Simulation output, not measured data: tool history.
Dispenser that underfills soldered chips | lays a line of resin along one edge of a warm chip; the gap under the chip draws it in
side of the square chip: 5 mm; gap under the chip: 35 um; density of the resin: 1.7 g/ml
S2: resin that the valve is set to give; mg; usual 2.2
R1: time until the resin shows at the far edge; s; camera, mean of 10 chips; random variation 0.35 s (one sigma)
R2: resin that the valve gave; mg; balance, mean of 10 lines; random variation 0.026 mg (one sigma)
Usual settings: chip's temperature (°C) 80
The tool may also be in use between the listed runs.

run 1 hour=0 | chip's_temperature_(°C)=80 S2=2.2 | R1=20.8 R2=2.22
run 2 hour=4.5 | chip's_temperature_(°C)=80 S2=2.2 | R1=25.5 R2=2.18
run 3 hour=9.9 | chip's_temperature_(°C)=80 S2=2.2 | R1=33.5 R2=2.14
run 4 hour=13.6 | chip's_temperature_(°C)=80 S2=1.94 | R1=39.5 R2=1.92
-- hour=15 new syringe of resin
run 5 hour=17.9 | chip's_temperature_(°C)=80 S2=2.11 | R1=24.3 R2=2.09
run 6 hour=25.4 | chip's_temperature_(°C)=74 S2=2.2 | R1=43.8 R2=2.16
-- hour=30.3 new syringe of resin
run 7 hour=31.8 | chip's_temperature_(°C)=74 S2=2.2 | R1=30.1 R2=2.14
run 8 hour=38.9 | chip's_temperature_(°C)=80 S2=2.76 | R1=30.4 R2=2.72
run 9 hour=43 | chip's_temperature_(°C)=80 S2=2.76 | R1=35.4 R2=2.64
-- hour=45.8 new syringe of resin
run 10 hour=48.7 | chip's_temperature_(°C)=80 S2=2.2 | R1=24.2 R2=2.11
run 11 hour=57 | chip's_temperature_(°C)=77 S2=2.2 | R1=39.9 R2=2.1
-- hour=61.6 new syringe of resin
run 12 hour=63.2 | chip's_temperature_(°C)=77 S2=2.2 | R1=26.5 R2=2.14
run 13 hour=67.3 | chip's_temperature_(°C)=77 S2=2.2 | R1=32.6 R2=2.11
run 14 hour=71.1 | chip's_temperature_(°C)=87 S2=2.87 | R1=22.6 R2=2.74

The next listed run, before its measurement:
-- hour=77.1 new syringe of resin
run 15 hour=77.4 | chip's_temperature_(°C)=77 S2=2.01 | R1=? R2=?

R1: 25 s
R2: 1.89 mg
Without the tool's hidden state the same run would have given R1 21.5 s, R2 1.98 mg.
